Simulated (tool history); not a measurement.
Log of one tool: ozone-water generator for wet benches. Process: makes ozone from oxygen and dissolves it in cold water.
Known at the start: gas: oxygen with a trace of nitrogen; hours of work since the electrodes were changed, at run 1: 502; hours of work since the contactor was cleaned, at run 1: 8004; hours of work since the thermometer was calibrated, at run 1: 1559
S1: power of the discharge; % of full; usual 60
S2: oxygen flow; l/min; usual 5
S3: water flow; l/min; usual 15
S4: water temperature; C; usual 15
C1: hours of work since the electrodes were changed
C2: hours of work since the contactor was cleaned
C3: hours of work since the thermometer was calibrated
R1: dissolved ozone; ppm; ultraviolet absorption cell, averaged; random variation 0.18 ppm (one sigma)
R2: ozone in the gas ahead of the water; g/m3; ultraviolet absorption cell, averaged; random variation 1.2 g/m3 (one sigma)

run,day,S1,S2,S3,S4,C1,C2,C3,R1,R2
1,0,60,5,15,15,502,8004,1559,23.3,219.6
2,0.975,60,5,15,15,519,8020,1576,23.1,219
3,1.642,60,5,15,15,531,8032,1588,23,216.1
4,2.542,60,5,15,15,546,8048,1603,23.2,217.3
5,3.792,60,5,15,15,568,8069,1625,22.8,215.9
6,4.996,60,5,15,15,589,8090,1646,23.2,216.8
7,6.267,60,5,15,13,611,8112,1668,23.8,214.5
8,6.888,60,5,11,15,622,8123,1679,30.2,218.2
9,8.179,60,5,11,15,644,8145,1701,30.5,216.5
10,8.775,60,3.52,15,15,654,8156,1711,21.3,245.7
11,10.154,60,3.52,15,15,678,8180,1735,21.4,245
12,10.754,60,3.52,15,15,689,8190,1746,21.2,245
13,11.825,60,3.52,15,15,707,8209,1764,21.5,242.8
14,13,60,7.83,15,15,728,8229,1784,24.2,186.8
15,13.846,60,5,15,14,742,8244,1799,23.2,216.8
16,14.675,60,5,15,14,757,8258,1813,23.2,218.6
17,15.596,60,5,18,14,773,8274,1829,19.4,214.2
18,16.317,60,2.99,15,15,785,8286,1842,19.8,258.3
19,17.721,82,2.57,16,18,809,8311,1866,22.8,365.5
20,18.404,82,2.57,16,18,821,8323,1878,23.2,363.2
# day 19.079: contactor cleaned
21,19.933,57,2.57,10,18,845,15,1902,28.4,261
22,21.008,60,4.02,21,15,864,33,1920,16.2,234.7
23,22.367,84,2.74,21,15,887,57,1944,19.1,358.6
# day 22.471: water thermometer calibrated
24,23.204,44,2.74,14,15,901,71,13,16.9,201
25,24.492,45,7.66,20,10,924,93,35,16.3,143
# day 25.129: water thermometer calibrated, once more
26,25.162,42,3.52,13,10,935,105,1,19.9,177
27,26.479,85,5.82,9,15,958,128,23,50.7,282.9
28,27.421,77,5,15,15,974,144,40,30.1,269.8
29,28.517,72,5,15,15,993,163,59,28.6,253.3
30,29.367,66,6.39,11,14,1008,178,73,35.4,218.3
31,30.1,67,5,18,10,1020,190,86,23.7,239.7
32,30.871,60,5,16,10,1034,204,100,24.2,214.3
33,32.25,60,5,16,10,1058,228,123,24.1,214.9
34,33.129,66,5.45,18,20,1073,243,139,20.6,227.6

Hidden state at the last listed run before each entry between runs and at the first one after, where it differs:
Between runs 20 and 21: contactor cleaned (day 19.079)
  yield of the discharge, % of new electrodes': 98.4 -> 98.3; contactor's efficiency, % of a clean one's: 89.4 -> 97.7
  measured less the result without the state, R1: -2.1 -> -0.8 ppm; R2: -7 -> -3.7 g/m3
Between runs 23 and 24: water thermometer calibrated (day 22.471)
  true water temperature over the reading, C: 0.11 -> 0.14
  measured less the result without the state, R1: -0.8 -> -0.4 ppm; R2: -7.6 -> -2.1 g/m3
Between runs 25 and 26: water thermometer calibrated, once more (day 25.129)
  yield of the discharge, % of new electrodes': 98.2 -> 98.1; true water temperature over the reading, C: 0.14 -> 0.1
  measured less the result without the state, R1: -0.5 -> -0.5 ppm; R2: -1.6 -> -1.8 g/m3
